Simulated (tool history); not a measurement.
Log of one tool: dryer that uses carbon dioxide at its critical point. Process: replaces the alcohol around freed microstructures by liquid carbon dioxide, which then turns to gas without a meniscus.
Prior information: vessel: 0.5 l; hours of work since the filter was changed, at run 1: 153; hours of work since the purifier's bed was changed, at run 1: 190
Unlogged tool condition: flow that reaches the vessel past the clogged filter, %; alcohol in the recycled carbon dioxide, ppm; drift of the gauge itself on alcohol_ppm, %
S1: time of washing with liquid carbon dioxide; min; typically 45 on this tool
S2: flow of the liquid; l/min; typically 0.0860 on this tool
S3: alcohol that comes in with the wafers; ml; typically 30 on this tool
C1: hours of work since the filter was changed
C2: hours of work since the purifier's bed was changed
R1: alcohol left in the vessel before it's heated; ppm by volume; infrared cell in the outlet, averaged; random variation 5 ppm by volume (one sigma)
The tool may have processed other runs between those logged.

| run | hour | S1 | S2 | S3 | C1 | C2 | R1 |
|---|---|---|---|---|---|---|---|
| 1 | 0.0 | 45 | 0.0860 | 30 | 153 | 190 | 111 |
| 2 | 37.0 | 45 | 0.0860 | 30 | 172 | 209 | 122 |
| 3 | 86.4 | 45 | 0.0860 | 30 | 197 | 234 | 121 |
| 4 | 110.4 | 45 | 0.0860 | 30 | 209 | 247 | 132 |
| 5 | 132.4 | 45 | 0.0860 | 30 | 220 | 258 | 140 |
| 6 | 159.8 | 45 | 0.0860 | 32 | 234 | 272 | 140 |
| 7 | 189.4 | 45 | 0.0860 | 29 | 250 | 287 | 146 |
| 8 | 229.7 | 45 | 0.0860 | 30 | 270 | 308 | 152 |
| 9 | 278.0 | 45 | 0.0860 | 30 | 295 | 332 | 168 |
| 10 | 327.2 | 45 | 0.0860 | 30 | 320 | 358 | 178 |
| 11 | 370.7 | 45 | 0.0860 | 30 | 342 | 380 | 189 |
| 12 | 393.2 | 45 | 0.0860 | 30 | 354 | 391 | 190 |
| 13 | 427.2 | 45 | 0.0860 | 30 | 371 | 409 | 203 |
| 14 | 473.7 | 45 | 0.0860 | 30 | 395 | 433 | 201 |
| 15 | 510.9 | 45 | 0.0860 | 31 | 414 | 452 | 203 |
| 16 | 542.6 | 45 | 0.0860 | 30 | 430 | 468 | 213 |
| 17 | 597.1 | 45 | 0.0860 | 30 | 458 | 496 | 229 |
|  | 642.1 | purifier's bed changed |
| 18 | 644.1 | 45 | 0.1151 | 74 | 481 | 1 | 15 |
| 19 | 673.6 | 53 | 0.0860 | 34 | 496 | 16 | 32 |
| 20 | 710.4 | 48 | 0.0687 | 77 | 515 | 35 | 439 |
|  | 742.7 | inlet filter changed |
| 21 | 745.1 | 51 | 0.0801 | 99 | 1 | 52 | 89 |
| 22 | 784.5 | 51 | 0.1364 | 99 | 21 | 72 | 32 |
| 23 | 832.4 | 54 | 0.0892 | 30 | 46 | 97 | 49 |
| 24 | 868.2 | 57 | 0.1100 | 24 | 64 | 115 | 45 |
| 25 | 912.2 | 57 | 0.1100 | 24 | 87 | 138 | 52 |
| 26 | 952.3 | 45 | 0.1026 | 79 | 107 | 158 | 72 |
| 27 | 1000.9 | 45 | 0.1026 | 79 | 132 | 183 | 90 |
| 28 | 1054.3 | 45 | 0.1286 | 36 | 159 | 210 | 75 |
| 29 | 1100.3 | 45 | 0.0645 | 52 | 183 | 234 | 517 |
| 30 | 1143.8 | 45 | 0.0653 | 35 | 205 | 256 | 375 |
| 31 | 1172.1 | 61 | 0.1283 | 105 | 220 | 271 | 105 |
| 32 | 1205.0 | 45 | 0.0615 | 21 | 237 | 288 | 343 |
| 33 | 1251.2 | 45 | 0.0856 | 50 | 260 | 311 | 192 |
| 34 | 1278.1 | 34 | 0.0860 | 64 | 274 | 325 | 665 |

Pick out some run-to-run changes in R1. Of each, how much would a tool without hidden state show as well, from the settings, what came in and chance, and how much is left for the hidden state and any gauge scatter not in both results compared?
Run 17 -> 18: S2 0.0860 -> 0.1151, S3 30 -> 74, purifier's bed changed. R1 -214 ppm by volume: hidden state -193, all else -21.
Run 19 -> 20: S1 53 -> 48, S2 0.0860 -> 0.0687, S3 34 -> 77. R1 +407 ppm by volume: hidden state +178, all else +229.
Run 20 -> 21: S1 48 -> 51, S2 0.0687 -> 0.0801, S3 77 -> 99, inlet filter changed. R1 -350 ppm by volume: hidden state -173, all else -177.
Run 28 -> 29: S2 0.1286 -> 0.0645, S3 36 -> 52. R1 +442 ppm by volume: hidden state +91, all else +351.
Run 33 -> 34: S1 45 -> 34, S2 0.0856 -> 0.0860, S3 50 -> 64. R1 +473 ppm by volume: hidden state +122, all else +351.

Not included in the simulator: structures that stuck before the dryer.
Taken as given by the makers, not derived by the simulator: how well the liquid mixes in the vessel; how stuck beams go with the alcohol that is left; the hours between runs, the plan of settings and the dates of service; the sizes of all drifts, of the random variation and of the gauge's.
